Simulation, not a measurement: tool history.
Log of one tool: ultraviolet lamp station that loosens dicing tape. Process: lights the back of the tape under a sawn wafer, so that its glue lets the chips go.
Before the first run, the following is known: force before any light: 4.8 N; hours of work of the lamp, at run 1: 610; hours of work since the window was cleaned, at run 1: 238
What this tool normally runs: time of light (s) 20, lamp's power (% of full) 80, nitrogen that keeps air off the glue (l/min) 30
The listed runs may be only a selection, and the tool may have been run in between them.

run    hour  time of light (s)  lamp's power (% of full)  nitrogen that keeps air off the glue (l/min)  hours of work of the lamp  hours of work since the window was cleaned  force that peels the tape off (N)  light that reached the tape (mJ/cm2)
  1       0                 20                        80                                            30                        610                                         238                              0.334                                   350
  2    24.2                 20                        80                                            30                        621                                         249                              0.333                                   349
  3    61.3                 20                        80                                            30                        637                                         266                              0.365                                   347
  4      95                 20                        80                                            30                        653                                         281                              0.352                                   340
  5     138                 37                        80                                            30                        672                                         300                              0.221                                   630
      153.2  -- window cleaned of glue's vapour
  6   177.7                 37                        80                                            30                        689                                          11                              0.212                                   695
  7   211.2                 20                        80                                            53                        705                                          26                              0.287                                   369
  8   245.8                 20                        80                                            53                        720                                          42                              0.281                                   370
  9   289.6                 18                        80                                            53                        740                                          61                              0.329                                   326
 10     320                 20                        61                                            30                        753                                          75                              0.505                                   277
 11   347.4                 20                        80                                            30                        766                                          87                               0.33                                   367
 12   380.3                 20                        80                                            30                        781                                         102                              0.357                                   360
 13   399.1                 20                        80                                            30                        789                                         111                              0.363                                   362
 14   418.7                 20                        80                                            30                        798                                         119                              0.327                                   357
 15   452.6                 20                        80                                            30                        813                                         135                              0.359                                   350
 16     487                 20                        80                                            30                        829                                         150                              0.353                                   347
 17   512.3                 20                        80                                            30                        840                                         161                              0.372                                   345
 18   548.8                 20                        80                                            30                        856                                         178                              0.374                                   342
 19   587.5                 20                        80                                            30                        874                                         195                              0.372                                   344
 20   618.3                 20                        80                                            30                        888                                         209                              0.376                                   332
 21   642.4                 20                        80                                            30                        898                                         220                              0.388                                   328
 22   678.2                 20                        72                                            30                        915                                         236                              0.441                                   302
 23   705.6                 14                        68                                            20                        927                                         248                              1.055                                   198
 24   735.5                 12                        81                                            20                        940                                         262                              1.024                                   199
 25   759.5                 12                        81                                            20                        951                                         273                              1.061                                   201
 26   777.9                 20                        69                                            21                        959                                         281                              0.571                                   280
 27   822.9                 20                        84                                            21                        980                                         301                              0.461                                   333
      839.2  -- window cleaned of glue's vapour
 28   860.4                 20                        76                                            21                        996                                          10                              0.455                                   337
 29   886.6                 20                        76                                            21                       1008                                          21                              0.433                                   333
 30   926.6                 20                        76                                            21                       1026                                          39                              0.477                                   330
 31   955.7                 13                        68                                            30                       1039                                          52                              0.916                                   188
 32   984.4                 13                        68                                            30                       1052                                          65                               0.92                                   189
 33  1016.7                 13                        96                                            37                       1066                                          80                              0.498                                   267
 34  1038.8                 15                        80                                            17                       1076                                          90                              0.782                                   253
 35  1074.9                 29                        98                                            40                       1093                                         106                               0.22                                   601
 36  1100.1                 20                        62                                            14                       1104                                         117                              0.855                                   259
 37  1121.1                 20                        62                                            14                       1113                                         127                               0.86                                   255
 38  1147.8                 28                        94                                            41                       1125                                         139                              0.211                                   542
 39    1176                 28                        94                                            41                       1138                                         151                              0.221                                   537
 40  1216.1                 39                        94                                            41                       1156                                         169                              0.226                                   730
 41  1242.5                 39                        94                                            32                       1168                                         181                              0.213                                   734
 42  1265.4                 25                        61                                            60                       1178                                         192                              0.342                                   304
 43  1299.9                 37                        80                                            36                       1194                                         207                              0.231                                   577

Consider 4 possible next runs. They are alternatives, not a sequence: every one starts from the tool as it was left by run 43. What does each give?
  A  1326.6                 11                        78                                            36                       1206                                         219                                  ?                                     ?
  B  1326.6                 20                        94                                            35                       1206                                         219                                  ?                                     ?
  C  1326.6                 37                        93                                            36                       1206                                         219                                  ?                                     ?
  D  1326.6                 28                        80                                            30                       1206                                         219                                  ?                                     ?

run  force that peels the tape off (N)  light that reached the tape (mJ/cm2)
  A                              1.029                                   166
  B                              0.332                                   366
  C                              0.209                                   674
  D                              0.268                                   439
Had the tool no hidden state, the same runs would have come out as:
run  force that peels the tape off (N)  light that reached the tape (mJ/cm2)
  A                              0.637                                   229
  B                              0.254                                   504
  C                              0.206                                   927
  D                              0.222                                   605

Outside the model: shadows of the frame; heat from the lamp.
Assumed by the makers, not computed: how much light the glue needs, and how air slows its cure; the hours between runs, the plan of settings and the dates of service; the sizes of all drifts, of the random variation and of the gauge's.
